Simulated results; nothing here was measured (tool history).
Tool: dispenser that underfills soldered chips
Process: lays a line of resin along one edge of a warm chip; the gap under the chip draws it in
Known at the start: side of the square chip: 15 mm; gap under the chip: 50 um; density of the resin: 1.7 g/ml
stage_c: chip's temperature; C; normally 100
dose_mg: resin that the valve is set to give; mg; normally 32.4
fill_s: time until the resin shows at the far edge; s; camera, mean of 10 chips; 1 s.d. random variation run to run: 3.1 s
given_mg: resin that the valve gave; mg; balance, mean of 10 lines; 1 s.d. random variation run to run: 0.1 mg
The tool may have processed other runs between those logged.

| run | hour | stage_c | dose_mg | fill_s | given_mg |
|---|---|---|---|---|---|
| 1 | 0.0 | 100 | 32.4 | 418.8 | 31.99 |
|  | 5.2 | new syringe of resin |
| 2 | 14.7 | 100 | 32.4 | 513.2 | 32.00 |
|  | 16.1 | new syringe of resin |
|  | 27.1 | new syringe of resin |
| 3 | 28.1 | 100 | 32.4 | 341.3 | 31.82 |
|  | 38.5 | new syringe of resin |
| 4 | 42.3 | 100 | 32.4 | 387.2 | 31.34 |
|  | 49.6 | new syringe of resin |
| 5 | 55.5 | 100 | 34.1 | 437.0 | 33.06 |
|  | 61.0 | new syringe of resin |
| 6 | 70.6 | 100 | 34.1 | 523.8 | 32.80 |
|  | 72.0 | new syringe of resin |
| 7 | 81.0 | 100 | 34.1 | 505.5 | 32.49 |
|  | 83.5 | new syringe of resin |
| 8 | 92.1 | 100 | 34.1 | 488.8 | 32.13 |
|  | 93.9 | dispensing valve cleaned and set on the balance |
|  | 95.2 | new syringe of resin |
| 9 | 100.9 | 100 | 34.1 | 439.1 | 33.97 |
|  | 106.8 | new syringe of resin |
| 10 | 110.5 | 100 | 34.1 | 394.4 | 33.72 |
|  | 117.7 | new syringe of resin |
| 11 | 121.9 | 100 | 34.1 | 400.3 | 33.74 |
|  | 128.2 | new syringe of resin |
| 12 | 130.8 | 100 | 34.1 | 373.1 | 33.12 |
|  | 139.5 | new syringe of resin |
| 13 | 139.5 | 106 | 31.9 | 265.1 | 31.13 |
|  | 150.3 | new syringe of resin |
| 14 | 152.5 | 107 | 40.2 | 278.9 | 38.85 |
|  | 161.1 | new syringe of resin |
| 15 | 165.3 | 87 | 35.0 | 706.6 | 33.64 |
|  | 172.2 | new syringe of resin |
| 16 | 172.7 | 87 | 35.0 | 577.0 | 33.60 |
|  | 183.2 | new syringe of resin |
| 17 | 185.4 | 85 | 39.4 | 681.9 | 37.43 |
| 18 | 192.2 | 100 | 33.2 | 523.0 | 31.61 |
|  | 193.8 | new syringe of resin |
|  | 198.8 | dispensing valve cleaned and set on the balance |
| 19 | 202.4 | 100 | 33.2 | 484.7 | 33.15 |
|  | 206.0 | new syringe of resin |
| 20 | 214.2 | 100 | 33.2 | 504.4 | 32.94 |
|  | 216.7 | new syringe of resin |
|  | 228.2 | new syringe of resin |
| 21 | 228.8 | 105 | 32.4 | 284.8 | 31.78 |
| 22 | 236.3 | 95 | 40.4 | 592.3 | 39.50 |
|  | 238.8 | new syringe of resin |
| 23 | 243.1 | 95 | 29.7 | 506.2 | 28.99 |
|  | 250.1 | new syringe of resin |
| 24 | 253.5 | 111 | 39.9 | 250.1 | 38.92 |

Forecast each of these 4 alternatives for the next run:
|  | 261.8 | new syringe of resin |
| A | 266.4 | 106 | 30.7 | ? | ? |
|  | 261.8 | new syringe of resin |
| B | 266.4 | 111 | 33.2 | ? | ? |
|  | 261.8 | new syringe of resin |
| C | 266.4 | 111 | 33.3 | ? | ? |
|  | 261.8 | new syringe of resin |
| D | 266.4 | 99 | 32.4 | ? | ? |

| run | fill_s | given_mg |
|---|---|---|
| A | 332.6 | 29.68 |
| B | 271.2 | 32.26 |
| C | 276.4 | 32.18 |
| D | 444.5 | 31.29 |
With no hidden state in the tool, these same runs would have given:
| run | fill_s | given_mg |
|---|---|---|
| A | 244.6 | 30.69 |
| B | 200.2 | 33.36 |
| C | 204.1 | 33.27 |
| D | 326.4 | 32.36 |
